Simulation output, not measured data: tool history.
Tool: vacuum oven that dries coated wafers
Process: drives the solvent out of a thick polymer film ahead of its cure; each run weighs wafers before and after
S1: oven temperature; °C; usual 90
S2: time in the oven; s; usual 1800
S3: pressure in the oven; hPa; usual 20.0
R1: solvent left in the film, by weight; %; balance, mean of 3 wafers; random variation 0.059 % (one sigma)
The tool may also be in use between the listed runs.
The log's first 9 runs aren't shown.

Run 10, day 4.933: usual settings but S3 13.9 hPa. Result: R1 2.91 %.
Run 11, day 5.262: usual settings but S3 13.9 hPa. Result: R1 2.94 %.
Run 12, day 5.758: usual settings but S3 49.7 hPa. Result: R1 4.64 %.
Run 13, day 6.288: usual settings but S2 1920 s. Result: R1 2.92 %.
Run 14, day 6.921: usual settings but S2 1920 s. Result: R1 2.87 %.
Run 15, day 7.512: usual settings. Result: R1 3.17 %.
Run 16, day 7.888: usual settings but S3 67.4 hPa. Result: R1 5.39 %.
Run 17, day 8.242: usual settings but S1 104 °C, S2 1920 s. Result: R1 0.94 %.
Run 18, day 8.596: usual settings but S1 104 °C, S2 1920 s. Result: R1 0.94 %.

Run 19 comes next. What will it give?
Run 19, day 9.296: usual settings but S1 85 °C, S2 3000 s, S3 20.2 hPa. Result: R1 ?.

{"run 19": {"R1": 2.52}}
Without the tool's hidden state the same run would have given R1 2.41 %.
